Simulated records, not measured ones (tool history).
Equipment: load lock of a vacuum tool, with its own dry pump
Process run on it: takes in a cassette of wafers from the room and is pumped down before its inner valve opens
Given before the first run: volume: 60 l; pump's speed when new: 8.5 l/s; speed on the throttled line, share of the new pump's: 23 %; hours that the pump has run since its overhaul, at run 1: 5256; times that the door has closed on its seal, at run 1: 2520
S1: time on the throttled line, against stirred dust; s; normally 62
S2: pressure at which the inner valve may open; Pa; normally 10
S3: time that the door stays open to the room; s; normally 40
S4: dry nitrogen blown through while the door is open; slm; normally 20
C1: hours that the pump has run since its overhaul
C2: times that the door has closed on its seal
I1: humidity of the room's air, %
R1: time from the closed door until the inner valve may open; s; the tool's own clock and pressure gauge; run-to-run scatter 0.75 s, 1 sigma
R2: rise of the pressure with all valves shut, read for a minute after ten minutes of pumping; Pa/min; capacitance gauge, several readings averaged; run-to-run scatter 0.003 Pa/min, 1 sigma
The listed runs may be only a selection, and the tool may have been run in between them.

run,hour,S1,S2,S3,S4,C1,C2,I1,R1,R2
1,0,62,10,40,20,5256,2520,46.1,115.5,0.051
2,160.1,62,10,40,20,5416,2732,45.1,117.5,0.05
3,286.8,62,10,40,20,5542,2899,43.5,118.8,0.057
4,425.6,62,10,40,20,5681,3083,42.9,118.9,0.051
5,626,39,10,40,20,5882,3349,44.8,101.6,0.057
6,744.1,39,10,40,20,6000,3505,46.8,100.6,0.059
7,907.7,62,10,40,20,6163,3722,44.4,119.2,0.062
8,1095,62,10,40,20,6351,3970,46.5,118.1,0.069
9,1271,62,10,149,20,6527,4203,40,119.6,0.084
10,1482,62,10,149,20,6738,4482,47,118.6,0.087
11,1568,62,10,40,20,6824,4596,47.5,117.5,0.071
12,1732.9,62,10,40,20,6989,4814,47.1,118.9,0.073
13,1823,62,10,40,20,7079,4934,44.7,119.7,0.079
14,1941.3,62,10,40,20,7197,5090,43.5,119.4,0.075
15,2054.5,62,10,40,20,7310,5240,46.2,120.2,0.078
16,2189.2,62,10,40,20,7445,5419,45.6,120.8,0.086
17,2380.5,62,10,40,20,7636,5672,41.8,119.7,0.083
18,2534.9,62,10,40,20,7790,5876,46.6,119.4,0.093
19,2725.5,62,10,40,20,7981,6129,45.4,120.2,0.094
20,2874.9,62,11,40,20,8131,6327,44.6,119.1,0.095
21,3017.2,62,11,40,20,8273,6515,44.5,119.9,0.098
22,3172,81,11,200,27,8428,6720,45.5,135.1,0.114
23,3260.6,81,8,200,7,8516,6837,44.4,135.9,0.153
24,3467.6,81,8,77,12,8723,7112,44.9,135.5,0.131
25,3637.7,98,13,27,31,8893,7337,43.1,143.5,0.1
26,3731.6,62,10,45,18,8987,7461,45.5,120.2,0.112
27,3922.9,62,14,45,18,9179,7714,44.4,117,0.117
28,4105.1,112,18,40,20,9361,7956,45.7,153.6,0.125
29,4244.3,75,8,101,20,9500,8140,48.4,132.6,0.142
30,4374.3,62,15,153,20,9630,8312,44.7,117.2,0.137
31,4488.9,88,16,127,20,9745,8464,46.1,137.5,0.148
32,4634.9,62,10,35,20,9891,8657,46.8,120.7,0.132
33,4720.7,62,10,35,20,9976,8771,45,120.7,0.137
34,4861.2,62,10,166,20,10117,8957,43.2,121.3,0.153
35,4950.2,68,10,210,20,10206,9075,49.2,125.7,0.165
36,5147.7,35,9,40,20,10403,9336,47.3,103.3,0.15
37,5347.4,79,10,47,20,10603,9601,42.8,135,0.145

Run by run, hidden condition taken away, random variation retained:
Unlogged tool condition in this case: pump's speed, % of a new pump's; leak at the door's seal, Pa l/s; drift of the gauge itself on ready_s, %; drift of the gauge itself on rise_pa_min, %.
run,R1,R2
1,111.9,0.028
2,113.7,0.025
3,115,0.03
4,114.9,0.023
5,97.1,0.027
6,96,0.027
7,114.9,0.027
8,113.6,0.031
9,115,0.044
10,113.9,0.043
11,112.8,0.025
12,113.9,0.026
13,114.7,0.029
14,114.3,0.024
15,115,0.024
16,115.5,0.03
17,114.3,0.023
18,113.9,0.03
19,114.5,0.028
20,113.4,0.025
21,114.1,0.027
22,129.4,0.04
23,130.1,0.077
24,129.6,0.049
25,138.5,0.016
26,113.8,0.025
27,110.8,0.028
28,148.9,0.03
29,125.7,0.046
30,110.5,0.038
31,131.5,0.046
32,113.6,0.026
33,113.5,0.029
34,113.9,0.044
35,118.4,0.054
36,94.5,0.031
37,127.8,0.023
